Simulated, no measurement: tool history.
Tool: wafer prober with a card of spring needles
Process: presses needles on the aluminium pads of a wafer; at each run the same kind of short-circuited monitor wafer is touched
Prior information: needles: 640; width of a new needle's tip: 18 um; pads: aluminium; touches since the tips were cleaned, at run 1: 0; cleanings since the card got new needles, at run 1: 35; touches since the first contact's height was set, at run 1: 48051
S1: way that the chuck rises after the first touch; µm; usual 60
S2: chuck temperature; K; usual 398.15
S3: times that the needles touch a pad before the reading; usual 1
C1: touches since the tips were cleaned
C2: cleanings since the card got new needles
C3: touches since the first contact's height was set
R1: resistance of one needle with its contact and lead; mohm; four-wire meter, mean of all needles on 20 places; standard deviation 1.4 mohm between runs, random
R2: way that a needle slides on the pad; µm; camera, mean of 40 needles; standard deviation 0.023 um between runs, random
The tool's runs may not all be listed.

Run 1, hour 0: usual settings; C1 0; C2 35; C3 48051. Result: R1 122 mohm, R2 15.33 µm.
At hour 33.5: tips cleaned on abrasive film.
Run 2, hour 33.5: usual settings; C1 0; C2 36; C3 53225. Result: R1 119 mohm, R2 15.34 µm.
At hour 67.2: tips cleaned on abrasive film.
Run 3, hour 76.7: usual settings but S1 77 µm; C1 1472; C2 37; C3 59891. Result: R1 124 mohm, R2 19.68 µm.
At hour 100.4: tips cleaned on abrasive film.
Run 4, hour 113.2: usual settings but S1 77 µm; C1 1976; C2 38; C3 65516. Result: R1 124 mohm, R2 19.68 µm.
At hour 134: tips cleaned on abrasive film.
Run 5, hour 150.8: usual settings but S1 77 µm; C1 2589; C2 39; C3 71317. Result: R1 126 mohm, R2 19.67 µm.
At hour 166.4: tips cleaned on abrasive film.
At hour 183.8: height of the first contact set anew.
Run 6, hour 191.3: usual settings but S1 77 µm; C1 3812; C2 40; C3 1167. Result: R1 129 mohm, R2 19.85 µm.
At hour 199.9: tips cleaned on abrasive film.
Run 7, hour 214: usual settings but S1 77 µm; C1 2186; C2 41; C3 4662. Result: R1 124 mohm, R2 19.86 µm.
At hour 232.5: tips cleaned on abrasive film.
Run 8, hour 249.6: usual settings but S1 77 µm; C1 2650; C2 42; C3 10158. Result: R1 127 mohm, R2 19.86 µm.
At hour 265.6: tips cleaned on abrasive film.
Run 9, hour 277.6: usual settings; C1 1861; C2 43; C3 14472. Result: R1 135 mohm, R2 15.4 µm.
At hour 300: tips cleaned on abrasive film.
Run 10, hour 313: usual settings but S2 305.15 K; C1 2005; C2 44; C3 19935. Result: R1 125 mohm, R2 15.38 µm.
At hour 334.7: tips cleaned on abrasive film.
Run 11, hour 356.2: usual settings but S2 305.15 K; C1 3338; C2 45; C3 26611. Result: R1 135 mohm, R2 15.4 µm.
At hour 369.8: tips cleaned on abrasive film.
Run 12, hour 392.3: usual settings but S2 305.15 K; C1 3479; C2 46; C3 32174. Result: R1 134 mohm, R2 15.42 µm.
At hour 402.4: tips cleaned on abrasive film.
Run 13, hour 423.1: usual settings but S2 305.15 K; C1 3201; C2 47; C3 36917. Result: R1 136 mohm, R2 15.38 µm.
At hour 437: tips cleaned on abrasive film.
Run 14, hour 444: usual settings but S2 305.15 K; C1 1087; C2 48; C3 40140. Result: R1 116 mohm, R2 15.36 µm.
Run 15, hour 462.5: usual settings but S2 305.15 K; C1 3954; C2 48; C3 43007. Result: R1 137 mohm, R2 15.35 µm.
At hour 471.3: tips cleaned on abrasive film.
Run 16, hour 481.9: usual settings but S2 305.15 K; C1 1629; C2 49; C3 45986. Result: R1 121 mohm, R2 15.32 µm.
At hour 505.5: tips cleaned on abrasive film.
Run 17, hour 506.1: usual settings but S1 76 µm, S2 307.15 K; C1 101; C2 50; C3 49725. Result: R1 105 mohm, R2 19.44 µm.
Run 18, hour 527.2: usual settings but S1 76 µm, S2 307.15 K; C1 3361; C2 50; C3 52985. Result: R1 122 mohm, R2 19.41 µm.
At hour 539.3: tips cleaned on abrasive film.
Run 19, hour 549.6: usual settings but S1 76 µm, S2 307.15 K; C1 1603; C2 51; C3 56443. Result: R1 116 mohm, R2 19.43 µm.
Run 20, hour 568: usual settings but S1 79 µm, S2 316.15 K; C1 4447; C2 51; C3 59287. Result: R1 123 mohm, R2 20.24 µm.
At hour 572.4: tips cleaned on abrasive film.
Run 21, hour 600.4: usual settings but S1 41 µm, S3 2; C1 4332; C2 52; C3 64278. Result: R1 157 mohm, R2 10.36 µm.
At hour 607.1: tips cleaned on abrasive film.
Run 22, hour 625: usual settings but S1 71 µm, S2 323.15 K, S3 2; C1 2769; C2 53; C3 68070. Result: R1 117 mohm, R2 18.08 µm.
At hour 641: tips cleaned on abrasive film.
Run 23, hour 644.4: usual settings but S1 43 µm, S3 2; C1 529; C2 54; C3 71059. Result: R1 129 mohm, R2 10.9 µm.
At hour 674.3: tips cleaned on abrasive film.
At hour 680: height of the first contact set anew.
Run 24, hour 680: usual settings but S2 365.15 K, S3 2; C1 842; C2 55; C3 0. Result: R1 119 mohm, R2 15.5 µm.
At hour 707.7: tips cleaned on abrasive film.
Run 25, hour 719.5: usual settings but S1 51 µm, S2 378.15 K; C1 1827; C2 56; C3 6102. Result: R1 137 mohm, R2 13.15 µm.
At hour 741.1: tips cleaned on abrasive film.
Run 26, hour 759.2: usual settings but S1 44 µm, S2 362.15 K; C1 2802; C2 57; C3 12225. Result: R1 156 mohm, R2 11.36 µm.
At hour 774.5: tips cleaned on abrasive film.
Run 27, hour 786.9: usual settings but S1 62 µm, S2 358.15 K; C1 1919; C2 58; C3 16497. Result: R1 131 mohm, R2 15.95 µm.
At hour 807.4: tips cleaned on abrasive film.
Run 28, hour 822.5: usual settings but S1 57 µm, S2 310.15 K; C1 2341; C2 59; C3 21990. Result: R1 132 mohm, R2 14.7 µm.
At hour 841.7: tips cleaned on abrasive film.
Run 29, hour 841.7: usual settings but S1 80 µm, S2 333.15 K, S3 2; C1 0; C2 60; C3 24943. Result: R1 109 mohm, R2 20.6 µm.
Run 30, hour 859.6: usual settings but S1 72 µm, S2 392.15 K, S3 2; C1 2767; C2 60; C3 27710. Result: R1 127 mohm, R2 18.49 µm.
At hour 875.8: tips cleaned on abrasive film.
Run 31, hour 891.8: usual settings but S1 72 µm, S2 392.15 K, S3 2; C1 2472; C2 61; C3 32683. Result: R1 124 mohm, R2 18.52 µm.
At hour 910.9: tips cleaned on abrasive film.
Run 32, hour 923.8: usual settings but S1 46 µm, S2 365.15 K, S3 2; C1 1996; C2 62; C3 37617. Result: R1 134 mohm, R2 11.74 µm.

Predict each of these 5 candidate next runs independently; none follows another, all start after run 32:
At hour 944.3: tips cleaned on abrasive film.
Run A, hour 961.9: usual settings but S1 50 µm; C1 2718; C2 63; C3 43494. Result: R1 ?, R2 ?.
At hour 944.3: tips cleaned on abrasive film.
Run B, hour 961.9: usual settings but S2 307.15 K; C1 2718; C2 63; C3 43494. Result: R1 ?, R2 ?.
At hour 944.3: tips cleaned on abrasive film.
Run C, hour 961.9: usual settings but S1 46 µm, S2 344.15 K, S3 2; C1 2718; C2 63; C3 43494. Result: R1 ?, R2 ?.
At hour 944.3: tips cleaned on abrasive film.
Run D, hour 961.9: usual settings but S1 74 µm, S2 353.15 K; C1 2718; C2 63; C3 43494. Result: R1 ?, R2 ?.
At hour 944.3: tips cleaned on abrasive film.
Run E, hour 961.9: usual settings but S1 61 µm, S2 317.15 K, S3 2; C1 2718; C2 63; C3 43494. Result: R1 ?, R2 ?.

run   R1     R2
  A  145   12.8
  B  130  15.39
  C  134  11.73
  D  127  18.99
  E  120  15.66
Without the tool's unlogged condition, the same runs would have read:
run   R1     R2
  A  116  12.93
  B  105  15.52
  C  112  11.87
  D  111  19.12
  E  106  15.79

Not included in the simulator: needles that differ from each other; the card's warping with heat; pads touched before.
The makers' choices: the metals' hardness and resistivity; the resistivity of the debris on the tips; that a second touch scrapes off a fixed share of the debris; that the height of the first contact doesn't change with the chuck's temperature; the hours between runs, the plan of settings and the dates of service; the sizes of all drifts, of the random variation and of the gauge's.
